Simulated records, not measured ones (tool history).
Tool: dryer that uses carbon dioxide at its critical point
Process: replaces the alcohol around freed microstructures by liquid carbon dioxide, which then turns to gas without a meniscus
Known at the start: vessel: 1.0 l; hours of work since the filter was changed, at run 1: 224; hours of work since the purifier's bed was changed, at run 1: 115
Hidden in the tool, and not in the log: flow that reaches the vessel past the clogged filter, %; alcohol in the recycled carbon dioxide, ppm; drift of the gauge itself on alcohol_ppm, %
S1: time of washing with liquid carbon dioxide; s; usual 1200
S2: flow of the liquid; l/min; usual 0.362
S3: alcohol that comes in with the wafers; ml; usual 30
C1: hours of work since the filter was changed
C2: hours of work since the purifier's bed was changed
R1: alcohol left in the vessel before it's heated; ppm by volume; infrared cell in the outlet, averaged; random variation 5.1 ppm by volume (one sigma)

| run | hour | S1 | S2 | S3 | C1 | C2 | R1 |
|---|---|---|---|---|---|---|---|
| 1 | 0 | 1200 | 0.362 | 30 | 224 | 115 | 138 |
| 2 | 12.4 | 1200 | 0.362 | 30 | 234 | 125 | 149 |
| 3 | 20.3 | 1200 | 0.382 | 30 | 240 | 131 | 122 |
| 4 | 29.1 | 780 | 0.362 | 30 | 247 | 139 | 862 |
|  | 31.1 | inlet filter changed |
| 5 | 36 | 1200 | 0.315 | 30 | 4 | 143 | 150 |
| 6 | 48.3 | 1200 | 0.362 | 48 | 14 | 153 | 122 |
| 7 | 59.9 | 1200 | 0.362 | 48 | 23 | 162 | 122 |
| 8 | 69.8 | 1200 | 0.362 | 48 | 31 | 170 | 129 |
| 9 | 76.7 | 1020 | 0.362 | 30 | 36 | 176 | 189 |
| 10 | 85.4 | 1200 | 0.362 | 30 | 43 | 183 | 107 |
| 11 | 94.1 | 1200 | 0.362 | 30 | 50 | 190 | 114 |
| 12 | 106 | 780 | 0.362 | 30 | 60 | 199 | 627 |
| 13 | 116.4 | 1200 | 0.362 | 30 | 68 | 207 | 114 |
| 14 | 128.5 | 1200 | 0.362 | 30 | 78 | 217 | 131 |
| 15 | 138.6 | 1200 | 0.362 | 30 | 86 | 225 | 123 |
| 16 | 145.5 | 1200 | 0.362 | 30 | 91 | 231 | 130 |
| 17 | 156.3 | 1200 | 0.362 | 30 | 100 | 239 | 130 |
| 18 | 164.3 | 1200 | 0.362 | 30 | 106 | 246 | 129 |
| 19 | 175.3 | 1380 | 0.362 | 30 | 115 | 254 | 95 |
| 20 | 182.9 | 1380 | 0.362 | 30 | 121 | 260 | 86 |
| 21 | 189 | 1380 | 0.362 | 30 | 126 | 265 | 99 |
| 22 | 199.5 | 1380 | 0.362 | 30 | 134 | 274 | 96 |
| 23 | 205.1 | 1200 | 0.362 | 30 | 139 | 278 | 146 |
| 24 | 212 | 1200 | 0.362 | 30 | 144 | 284 | 153 |
| 25 | 223.1 | 1200 | 0.362 | 30 | 153 | 292 | 162 |
| 26 | 228.8 | 1380 | 0.586 | 119 | 158 | 297 | 57 |
| 27 | 236.4 | 1200 | 0.348 | 35 | 164 | 303 | 209 |
| 28 | 244.9 | 1200 | 0.348 | 35 | 171 | 310 | 208 |
| 29 | 254.8 | 1500 | 0.362 | 27 | 178 | 318 | 89 |
| 30 | 266.1 | 1500 | 0.348 | 80 | 187 | 327 | 164 |
| 31 | 274 | 900 | 0.383 | 39 | 194 | 333 | 509 |
| 32 | 285 | 1140 | 0.362 | 32 | 202 | 342 | 226 |
| 33 | 292.6 | 1440 | 0.507 | 21 | 209 | 348 | 83 |
| 34 | 299.7 | 1200 | 0.362 | 28 | 214 | 354 | 186 |
| 35 | 307.5 | 1200 | 0.322 | 28 | 221 | 360 | 272 |
| 36 | 314.2 | 1740 | 0.26 | 26 | 226 | 365 | 154 |
| 37 | 322.2 | 1740 | 0.26 | 26 | 232 | 371 | 151 |
| 38 | 332 | 1740 | 0.26 | 26 | 240 | 379 | 148 |
| 39 | 340.7 | 1740 | 0.26 | 26 | 247 | 386 | 159 |
|  | 343.3 | inlet filter changed |
| 40 | 353.5 | 1680 | 0.366 | 30 | 8 | 396 | 83 |
| 41 | 359 | 1680 | 0.366 | 30 | 13 | 400 | 86 |
| 42 | 366.6 | 1680 | 0.366 | 30 | 19 | 406 | 91 |
| 43 | 375.3 | 1200 | 0.574 | 62 | 26 | 413 | 92 |
| 44 | 383.1 | 1140 | 0.31 | 50 | 32 | 419 | 404 |
| 45 | 391.6 | 1140 | 0.31 | 50 | 39 | 426 | 432 |
| 46 | 404.2 | 1140 | 0.31 | 50 | 49 | 436 | 398 |
| 47 | 415.6 | 840 | 0.252 | 67 | 58 | 445 | 3463 |

How the hidden state differs across the entries between the runs, from the last listed run before each to the first after it:
Between runs 4 and 5: inlet filter changed (hour 31.1)
  flow that reaches the vessel past the clogged filter, %: 87.1 -> 99.2; alcohol in the recycled carbon dioxide, ppm: 32.4 -> 33.3
  measured less the result without the state, R1: +370 -> +33 ppm by volume
Between runs 39 and 40: inlet filter changed (hour 343.3)
  flow that reaches the vessel past the clogged filter, %: 86.6 -> 99.1; alcohol in the recycled carbon dioxide, ppm: 79.5 -> 81.2
  measured less the result without the state, R1: +124 -> +77 ppm by volume
